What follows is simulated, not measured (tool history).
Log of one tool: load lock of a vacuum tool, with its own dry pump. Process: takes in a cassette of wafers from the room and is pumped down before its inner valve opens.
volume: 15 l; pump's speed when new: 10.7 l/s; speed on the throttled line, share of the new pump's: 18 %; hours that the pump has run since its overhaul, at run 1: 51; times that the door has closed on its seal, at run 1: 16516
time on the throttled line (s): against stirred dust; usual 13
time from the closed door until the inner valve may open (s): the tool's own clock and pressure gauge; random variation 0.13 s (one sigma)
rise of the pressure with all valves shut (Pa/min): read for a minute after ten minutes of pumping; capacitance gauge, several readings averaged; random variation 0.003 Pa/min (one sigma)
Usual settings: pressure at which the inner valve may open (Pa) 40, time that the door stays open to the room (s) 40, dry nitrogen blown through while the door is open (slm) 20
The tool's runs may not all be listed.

run,hour,time on the throttled line (s),pressure at which the inner valve may open (Pa),time that the door stays open to the room (s),dry nitrogen blown through while the door is open (slm),hours that the pump has run since its overhaul,times that the door has closed on its seal,"incoming humidity of the room's air, %",time from the closed door until the inner valve may open (s),rise of the pressure with all valves shut (Pa/min)
1,0,13,40,40,20,51,16516,44.3,21.6,0.101
2,308.8,13,40,40,20,360,17681,44.8,21.7,0.106
3,641.4,13,40,40,14,693,18935,49.2,21.7,0.123
4,1265.4,13,40,40,14,1316,21288,46,22,0.126
5,1582.1,10,40,40,20,1633,22482,47.2,19.6,0.137
6,1851.6,10,40,40,20,1903,23498,45.9,19.6,0.141
7,2403.6,13,40,40,20,2455,25580,44.7,22.3,0.16
8,2801.2,18,40,40,20,2852,27079,47.6,26.2,0.165
9,3208,13,40,40,20,3259,28613,41.1,22.3,0.17
10,3584.8,13,40,138,20,3636,30034,46.5,22.3,0.197
11,3846,13,40,40,20,3897,31019,47.9,22.3,0.197
12,4365.2,13,40,40,20,4416,32976,42.3,22.5,0.208
13,4666.7,13,74,40,20,4718,34113,44,21.7,0.219
14,5210.4,13,38,40,20,5262,36164,48.8,22.7,0.235
15,5509.4,13,38,40,20,5561,37291,43.5,22.9,0.252
16,5865.8,13,40,59,20,5917,38635,46.4,22.5,0.259
17,6210.8,13,40,59,20,6262,39936,47.1,22.8,0.271
18,6793,13,40,59,20,6844,42131,43.1,22.8,0.29
19,7123.7,13,40,59,20,7175,43378,44.4,22.8,0.311
20,7405.2,13,40,117,6,7456,44440,41.9,23.1,0.345
21,7845.9,7,53,117,41,7897,46101,48.3,18.1,0.337
22,8254,7,53,117,41,8305,47640,46.1,18,0.347
23,8594.9,21,54,44,13,8646,48926,46.2,29.1,0.382
24,9147.9,21,54,44,13,9199,51011,43.2,29.2,0.398
# hour 9186.1: door's seal changed, seat wiped
25,9448.2,8,40,40,5,9498,989,43.5,19.5,0.054
26,10035.4,13,56,121,17,10085,3203,42.3,23.2,0.057
# hour 10295.3: dry pump taken out, an overhauled one fitted
27,10381.4,13,40,175,13,86,4485,45,21.6,0.073
28,10820.4,14,41,40,20,525,6140,48,22.6,0.061
29,11442.2,14,41,40,20,1147,8485,39.7,22.5,0.055
30,12023.9,11,40,129,20,1729,10679,47.8,20.5,0.084
31,12659.5,24,40,40,14,2364,13075,45.4,30.9,0.079
32,13145.9,13,46,51,7,2851,14909,44.4,22.1,0.103
33,13694.6,13,72,36,7,3399,16978,46.7,21.5,0.115
34,14163.7,13,47,36,7,3868,18747,50.8,22.1,0.13
35,14724.7,12,40,47,21,4429,20863,44.1,21.6,0.126
36,15371.8,12,40,26,31,5076,23303,40.2,21.7,0.128

The same runs without the tool's hidden state, with the same run-to-run variation:
The hidden state here: pump's speed, % of a new pump's; leak at the door's seal, Pa l/s; drift of the gauge itself on ready_s, %; drift of the gauge itself on rise_pa_min, %.
run,time from the closed door until the inner valve may open (s),rise of the pressure with all valves shut (Pa/min)
1,21.6,0.033
2,21.6,0.031
3,21.6,0.043
4,21.8,0.034
5,19.3,0.038
6,19.3,0.036
7,21.9,0.041
8,25.7,0.037
9,21.8,0.032
10,21.7,0.048
11,21.6,0.039
12,21.7,0.033
13,20.9,0.033
14,21.7,0.031
15,21.9,0.038
16,21.4,0.036
17,21.6,0.037
18,21.6,0.028
19,21.4,0.037
20,21.7,0.061
21,16.4,0.033
22,16.3,0.027
23,27.8,0.04
24,27.7,0.04
25,17.4,0.049
26,21.3,0.047
27,21.6,0.06
28,22.5,0.042
29,22.3,0.028
30,20.2,0.048
31,30.6,0.033
32,21.6,0.049
33,20.9,0.048
34,21.4,0.052
35,20.8,0.035
36,20.7,0.025
